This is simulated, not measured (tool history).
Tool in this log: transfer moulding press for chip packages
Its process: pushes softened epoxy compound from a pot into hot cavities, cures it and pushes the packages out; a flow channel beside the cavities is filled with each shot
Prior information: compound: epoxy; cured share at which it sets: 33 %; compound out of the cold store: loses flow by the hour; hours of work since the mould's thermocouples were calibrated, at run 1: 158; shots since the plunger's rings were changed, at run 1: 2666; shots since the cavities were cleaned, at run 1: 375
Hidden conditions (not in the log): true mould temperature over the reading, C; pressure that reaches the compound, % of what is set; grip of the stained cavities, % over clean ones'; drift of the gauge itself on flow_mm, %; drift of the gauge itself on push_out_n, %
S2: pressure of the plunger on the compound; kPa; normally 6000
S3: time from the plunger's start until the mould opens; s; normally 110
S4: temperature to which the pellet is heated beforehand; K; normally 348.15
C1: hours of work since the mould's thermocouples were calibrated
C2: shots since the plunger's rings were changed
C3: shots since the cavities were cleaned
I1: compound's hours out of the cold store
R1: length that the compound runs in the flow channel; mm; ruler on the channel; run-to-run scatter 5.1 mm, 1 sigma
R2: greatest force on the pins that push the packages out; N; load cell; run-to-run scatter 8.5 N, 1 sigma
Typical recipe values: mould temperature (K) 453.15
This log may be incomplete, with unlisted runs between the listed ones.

Run 1, hour 0.0: usual settings; C1 158; C2 2666; C3 375; I1 37.4. Result: R1 818 mm, R2 462 N.
Run 2, hour 9.6: usual settings; C1 163; C2 2738; C3 447; I1 28.0. Result: R1 852 mm, R2 494 N.
Run 3, hour 14.4: usual settings; C1 165; C2 2773; C3 482; I1 27.2. Result: R1 856 mm, R2 518 N.
Run 4, hour 20.9: usual settings; C1 168; C2 2821; C3 530; I1 8.1. Result: R1 928 mm, R2 499 N.
Run 5, hour 26.1: usual settings but S2 6110 kPa; C1 170; C2 2860; C3 569; I1 45.6. Result: R1 792 mm, R2 512 N.
At hour 29.3: plunger's sealing rings changed.
Run 6, hour 35.0: usual settings but S2 6110 kPa, S3 139 s; C1 173; C2 42; C3 617; I1 40.6. Result: R1 860 mm, R2 494 N.
At hour 38.4: cavities cleaned with cleaning compound and waxed.
Run 7, hour 42.0: usual settings but S2 6500 kPa, S3 102 s; C1 176; C2 83; C3 27; I1 37.6. Result: R1 892 mm, R2 415 N.
Run 8, hour 51.1: usual settings but mould temperature (K) 451.15, S2 5570 kPa, S3 102 s, S4 351.15 K; C1 180; C2 151; C3 95; I1 18.3. Result: R1 911 mm, R2 476 N.
Run 9, hour 59.8: usual settings but mould temperature (K) 451.15, S2 5570 kPa, S3 102 s, S4 351.15 K; C1 184; C2 216; C3 160; I1 18.4. Result: R1 906 mm, R2 484 N.
Run 10, hour 69.4: usual settings but mould temperature (K) 451.15, S2 5570 kPa, S3 102 s, S4 351.15 K; C1 188; C2 287; C3 231; I1 39.5. Result: R1 820 mm, R2 510 N.
Run 11, hour 77.9: usual settings but mould temperature (K) 452.15, S2 5370 kPa, S3 102 s, S4 339.15 K; C1 192; C2 351; C3 295; I1 27.1. Result: R1 852 mm, R2 500 N.

5 ways to go on from here, each from the tool as it stands after run 11. What would each give?
Run A, hour 86.1: usual settings but S2 5750 kPa; C1 196; C2 412; C3 356; I1 36.8. Result: R1 ?, R2 ?.
Run B, hour 86.1: usual settings but mould temperature (K) 452.15, S2 5370 kPa, S3 102 s, S4 349.15 K; C1 196; C2 412; C3 356; I1 46.5. Result: R1 ?, R2 ?.
Run C, hour 86.1: usual settings but mould temperature (K) 461.15, S2 5370 kPa, S3 115 s, S4 341.15 K; C1 196; C2 412; C3 356; I1 45.6. Result: R1 ?, R2 ?.
Run D, hour 86.1: usual settings but mould temperature (K) 450.15, S2 5370 kPa, S3 123 s, S4 358.15 K; C1 196; C2 412; C3 356; I1 13.0. Result: R1 ?, R2 ?.
Run E, hour 86.1: usual settings but mould temperature (K) 455.15, S2 5370 kPa, S3 102 s, S4 339.15 K; C1 196; C2 412; C3 356; I1 38.9. Result: R1 ?, R2 ?.

run   R1   R2
  A  841  476
  B  771  526
  C  755  446
  D  906  475
  E  794  481
Without the tool's unlogged condition, the same runs would have read:
run   R1   R2
  A  849  373
  B  779  415
  C  762  349
  D  915  374
  E  802  378
